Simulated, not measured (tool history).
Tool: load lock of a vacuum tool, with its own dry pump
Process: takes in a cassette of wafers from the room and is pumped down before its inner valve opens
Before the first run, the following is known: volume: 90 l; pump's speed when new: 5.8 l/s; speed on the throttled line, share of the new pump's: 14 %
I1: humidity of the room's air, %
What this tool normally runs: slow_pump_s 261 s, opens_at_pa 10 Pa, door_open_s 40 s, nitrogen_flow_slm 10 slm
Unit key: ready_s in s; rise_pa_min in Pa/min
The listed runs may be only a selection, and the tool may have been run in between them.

Run 1, hour 0.0: usual settings; I1 43.7. Result: ready_s 377.7 s, rise_pa_min 0.513 Pa/min.
Run 2, hour 97.5: usual settings but door_open_s 27 s; I1 47.1. Result: ready_s 377.5 s, rise_pa_min 0.522 Pa/min.
Run 3, hour 214.0: usual settings; I1 38.5. Result: ready_s 377.0 s, rise_pa_min 0.533 Pa/min.
Run 4, hour 359.2: usual settings but slow_pump_s 446 s; I1 38.7. Result: ready_s 534.2 s, rise_pa_min 0.551 Pa/min.
Run 5, hour 538.7: usual settings; I1 47.3. Result: ready_s 379.2 s, rise_pa_min 0.560 Pa/min.
Run 6, hour 687.6: usual settings; I1 44.5. Result: ready_s 379.2 s, rise_pa_min 0.584 Pa/min.
Run 7, hour 814.9: usual settings; I1 47.8. Result: ready_s 381.2 s, rise_pa_min 0.613 Pa/min.
Run 8, hour 959.1: usual settings; I1 47.2. Result: ready_s 381.0 s, rise_pa_min 0.609 Pa/min.
Run 9, hour 1107.7: usual settings; I1 46.0. Result: ready_s 379.0 s, rise_pa_min 0.638 Pa/min.
Run 10, hour 1291.7: usual settings but door_open_s 236 s, nitrogen_flow_slm 19 slm; I1 44.5. Result: ready_s 383.3 s, rise_pa_min 0.701 Pa/min.
Run 11, hour 1384.8: usual settings but slow_pump_s 453 s, nitrogen_flow_slm 5 slm; I1 45.7. Result: ready_s 539.4 s, rise_pa_min 0.674 Pa/min.
Run 12, hour 1526.8: usual settings but slow_pump_s 453 s, nitrogen_flow_slm 5 slm; I1 43.6. Result: ready_s 541.8 s, rise_pa_min 0.703 Pa/min.

Run 13 is up next; what results do you expect?
Run 13, hour 1604.7: usual settings but slow_pump_s 213 s, opens_at_pa 8 Pa, door_open_s 190 s, nitrogen_flow_slm 12 slm; I1 43.3. Result: ready_s ?, rise_pa_min ?.

Run 13 came out at ready_s 344.3 s, rise_pa_min 0.739 Pa/min.
On a tool with no hidden condition, and with the same random variation, this run would have come out at ready_s 329.2 s, rise_pa_min 0.063 Pa/min.

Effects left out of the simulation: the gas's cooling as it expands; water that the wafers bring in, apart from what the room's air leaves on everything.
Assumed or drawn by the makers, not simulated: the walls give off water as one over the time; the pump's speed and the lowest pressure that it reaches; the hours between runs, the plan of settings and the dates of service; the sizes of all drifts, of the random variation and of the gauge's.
